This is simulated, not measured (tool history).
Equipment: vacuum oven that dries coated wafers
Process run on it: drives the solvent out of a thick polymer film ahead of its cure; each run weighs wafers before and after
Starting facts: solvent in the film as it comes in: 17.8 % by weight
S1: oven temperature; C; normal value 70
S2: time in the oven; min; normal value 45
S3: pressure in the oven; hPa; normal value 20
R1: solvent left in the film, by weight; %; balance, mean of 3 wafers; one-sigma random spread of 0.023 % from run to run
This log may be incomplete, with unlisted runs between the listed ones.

{"run": 1, "hour": 0.0, "S1": 70, "S2": 45, "S3": 20, "R1": 2.04}
{"run": 2, "hour": 25.0, "S1": 70, "S2": 45, "S3": 78.4, "R1": 5.6}
{"run": 3, "hour": 70.9, "S1": 70, "S2": 45, "S3": 78.4, "R1": 5.6}
{"run": 4, "hour": 120.0, "S1": 70, "S2": 45, "S3": 78.4, "R1": 5.58}
{"run": 5, "hour": 150.0, "S1": 70, "S2": 45, "S3": 78.4, "R1": 5.59}
{"run": 6, "hour": 174.9, "S1": 70, "S2": 61, "S3": 20, "R1": 1.6}
{"run": 7, "hour": 202.0, "S1": 70, "S2": 45, "S3": 45.1, "R1": 3.58}
{"run": 8, "hour": 240.9, "S1": 65, "S2": 45, "S3": 45.1, "R1": 5.13}
{"run": 9, "hour": 285.4, "S1": 70, "S2": 23, "S3": 20, "R1": 4.25}
{"run": 10, "hour": 339.7, "S1": 70, "S2": 45, "S3": 20, "R1": 2.06}
{"run": 11, "hour": 375.0, "S1": 70, "S2": 45, "S3": 20, "R1": 2.05}
{"run": 12, "hour": 429.2, "S1": 70, "S2": 45, "S3": 20, "R1": 2.07}
{"run": 13, "hour": 476.0, "S1": 70, "S2": 45, "S3": 20, "R1": 2.04}
{"run": 14, "hour": 518.9, "S1": 70, "S2": 45, "S3": 20, "R1": 2.05}
{"run": 15, "hour": 571.7, "S1": 70, "S2": 45, "S3": 20, "R1": 2.03}
{"run": 16, "hour": 598.2, "S1": 70, "S2": 58, "S3": 20, "R1": 1.71}
{"run": 17, "hour": 641.6, "S1": 59, "S2": 45, "S3": 20, "R1": 5.67}
{"run": 18, "hour": 667.5, "S1": 59, "S2": 45, "S3": 20, "R1": 5.59}
{"run": 19, "hour": 694.5, "S1": 59, "S2": 45, "S3": 20, "R1": 5.63}
{"run": 20, "hour": 741.3, "S1": 59, "S2": 45, "S3": 20, "R1": 5.63}
{"run": 21, "hour": 765.7, "S1": 69, "S2": 45, "S3": 65.3, "R1": 5.13}
{"run": 22, "hour": 797.1, "S1": 55, "S2": 24, "S3": 11.4, "R1": 9.5}
{"hour": 832.8, "done": "oven's thermocouples calibrated"}
{"run": 23, "hour": 838.1, "S1": 65, "S2": 34, "S3": 12.1, "R1": 4.31}
{"run": 24, "hour": 889.3, "S1": 58, "S2": 69, "S3": 28.3, "R1": 5.51}
{"run": 25, "hour": 943.9, "S1": 58, "S2": 69, "S3": 28.3, "R1": 5.49}
{"hour": 975.5, "done": "vacuum gauge cleaned of residue and calibrated"}
{"run": 26, "hour": 986.9, "S1": 58, "S2": 69, "S3": 28.3, "R1": 5.13}
{"run": 27, "hour": 1040.3, "S1": 79, "S2": 22, "S3": 48.3, "R1": 3.03}
{"run": 28, "hour": 1069.3, "S1": 79, "S2": 22, "S3": 48.3, "R1": 3.04}
{"run": 29, "hour": 1112.9, "S1": 79, "S2": 22, "S3": 48.3, "R1": 3.01}
{"run": 30, "hour": 1140.2, "S1": 71, "S2": 22, "S3": 13.7, "R1": 3.87}
{"run": 31, "hour": 1171.4, "S1": 70, "S2": 45, "S3": 12.5, "R1": 1.6}
{"run": 32, "hour": 1194.9, "S1": 70, "S2": 45, "S3": 12.5, "R1": 1.6}
{"run": 33, "hour": 1222.5, "S1": 70, "S2": 45, "S3": 12.5, "R1": 1.59}
{"run": 34, "hour": 1274.0, "S1": 70, "S2": 45, "S3": 12.5, "R1": 1.58}
{"run": 35, "hour": 1311.2, "S1": 76, "S2": 42, "S3": 16.2, "R1": 1.03}
{"run": 36, "hour": 1364.5, "S1": 67, "S2": 42, "S3": 13.7, "R1": 2.58}
{"run": 37, "hour": 1406.3, "S1": 68, "S2": 40, "S3": 78.2, "R1": 6.54}
{"run": 38, "hour": 1443.2, "S1": 74, "S2": 44, "S3": 40, "R1": 2.44}
{"run": 39, "hour": 1475.9, "S1": 78, "S2": 29, "S3": 16, "R1": 1.25}

5 ways to go on from here, each from the tool as it stands after run 39. What would each give?
{"run": "A", "hour": 1521.4, "S1": 70, "S2": 46, "S3": 16, "R1": "?"}
{"run": "B", "hour": 1521.4, "S1": 78, "S2": 45, "S3": 78.4, "R1": "?"}
{"run": "C", "hour": 1521.4, "S1": 63, "S2": 23, "S3": 20, "R1": "?"}
{"run": "D", "hour": 1521.4, "S1": 67, "S2": 31, "S3": 24.9, "R1": "?"}
{"run": "E", "hour": 1521.4, "S1": 74, "S2": 56, "S3": 18.2, "R1": "?"}

run=A R1=1.75
run=B R1=3.71
run=C R1=7.15
run=D R1=4.36
run=E R1=1.15
The same runs, with their run-to-run variation unchanged, on a tool lacking any hidden condition would have given:
run=A R1=1.83
run=B R1=3.78
run=C R1=7.37
run=D R1=4.56
run=E R1=1.16
